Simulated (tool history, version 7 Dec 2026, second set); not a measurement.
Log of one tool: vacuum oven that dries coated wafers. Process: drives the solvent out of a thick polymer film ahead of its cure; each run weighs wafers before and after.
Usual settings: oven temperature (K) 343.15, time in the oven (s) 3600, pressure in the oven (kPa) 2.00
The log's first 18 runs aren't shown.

{"run": 19, "hour": 1045.7, "oven temperature (K)": 329.15, "time in the oven (s)": 3600, "pressure in the oven (kPa)": 7.69, "solvent left in the film (%)": 12.36}
{"run": 20, "hour": 1085.6, "oven temperature (K)": 341.15, "time in the oven (s)": 3600, "pressure in the oven (kPa)": 1.08, "solvent left in the film (%)": 3.19}
{"run": 21, "hour": 1159.8, "oven temperature (K)": 341.15, "time in the oven (s)": 3600, "pressure in the oven (kPa)": 1.08, "solvent left in the film (%)": 3.2}
{"run": 22, "hour": 1223.2, "oven temperature (K)": 341.15, "time in the oven (s)": 3600, "pressure in the oven (kPa)": 1.08, "solvent left in the film (%)": 3.06}
{"run": 23, "hour": 1296.6, "oven temperature (K)": 340.15, "time in the oven (s)": 4740, "pressure in the oven (kPa)": 4.36, "solvent left in the film (%)": 4.26}
{"run": 24, "hour": 1370.9, "oven temperature (K)": 340.15, "time in the oven (s)": 4740, "pressure in the oven (kPa)": 4.36, "solvent left in the film (%)": 4.22}
{"run": 25, "hour": 1415.4, "oven temperature (K)": 340.15, "time in the oven (s)": 2460, "pressure in the oven (kPa)": 3.71, "solvent left in the film (%)": 6.54}
{"hour": 1423.6, "done": "vacuum gauge cleaned of residue and calibrated"}
{"run": 26, "hour": 1494.3, "oven temperature (K)": 340.15, "time in the oven (s)": 2460, "pressure in the oven (kPa)": 1.46, "solvent left in the film (%)": 4.9}
{"run": 27, "hour": 1535.9, "oven temperature (K)": 343.15, "time in the oven (s)": 3600, "pressure in the oven (kPa)": 2.0, "solvent left in the film (%)": 2.38}
{"run": 28, "hour": 1574.6, "oven temperature (K)": 357.15, "time in the oven (s)": 3600, "pressure in the oven (kPa)": 2.22, "solvent left in the film (%)": 0.71}
{"run": 29, "hour": 1615.9, "oven temperature (K)": 330.15, "time in the oven (s)": 3600, "pressure in the oven (kPa)": 2.0, "solvent left in the film (%)": 7.68}
{"run": 30, "hour": 1669.7, "oven temperature (K)": 351.15, "time in the oven (s)": 2160, "pressure in the oven (kPa)": 2.0, "solvent left in the film (%)": 1.82}
{"run": 31, "hour": 1735.4, "oven temperature (K)": 351.15, "time in the oven (s)": 2160, "pressure in the oven (kPa)": 2.0, "solvent left in the film (%)": 1.82}
{"hour": 1771.3, "done": "oven's thermocouples calibrated"}
{"run": 32, "hour": 1771.3, "oven temperature (K)": 343.15, "time in the oven (s)": 3600, "pressure in the oven (kPa)": 3.96, "solvent left in the film (%)": 4.2}
{"run": 33, "hour": 1835.1, "oven temperature (K)": 343.15, "time in the oven (s)": 4320, "pressure in the oven (kPa)": 4.08, "solvent left in the film (%)": 3.73}
{"run": 34, "hour": 1893.9, "oven temperature (K)": 343.15, "time in the oven (s)": 4320, "pressure in the oven (kPa)": 4.08, "solvent left in the film (%)": 3.68}
{"run": 35, "hour": 1944.9, "oven temperature (K)": 343.15, "time in the oven (s)": 3360, "pressure in the oven (kPa)": 1.96, "solvent left in the film (%)": 3.51}

Forecast each of these 4 alternatives for the next run:
{"run": "A", "hour": 2014.1, "oven temperature (K)": 343.15, "time in the oven (s)": 2520, "pressure in the oven (kPa)": 2.0, "solvent left in the film (%)": "?"}
{"run": "B", "hour": 2014.1, "oven temperature (K)": 345.15, "time in the oven (s)": 3840, "pressure in the oven (kPa)": 4.65, "solvent left in the film (%)": "?"}
{"run": "C", "hour": 2014.1, "oven temperature (K)": 343.15, "time in the oven (s)": 4320, "pressure in the oven (kPa)": 1.96, "solvent left in the film (%)": "?"}
{"run": "D", "hour": 2014.1, "oven temperature (K)": 343.15, "time in the oven (s)": 3600, "pressure in the oven (kPa)": 2.13, "solvent left in the film (%)": "?"}

run=A solvent_left_in_the_film_(%)=4.72
run=B solvent_left_in_the_film_(%)=3.67
run=C solvent_left_in_the_film_(%)=2.57
run=D solvent_left_in_the_film_(%)=3.18
Without the tool's hidden state the same runs would have given:
run=A solvent_left_in_the_film_(%)=4.88
run=B solvent_left_in_the_film_(%)=3.75
run=C solvent_left_in_the_film_(%)=2.63
run=D solvent_left_in_the_film_(%)=3.29
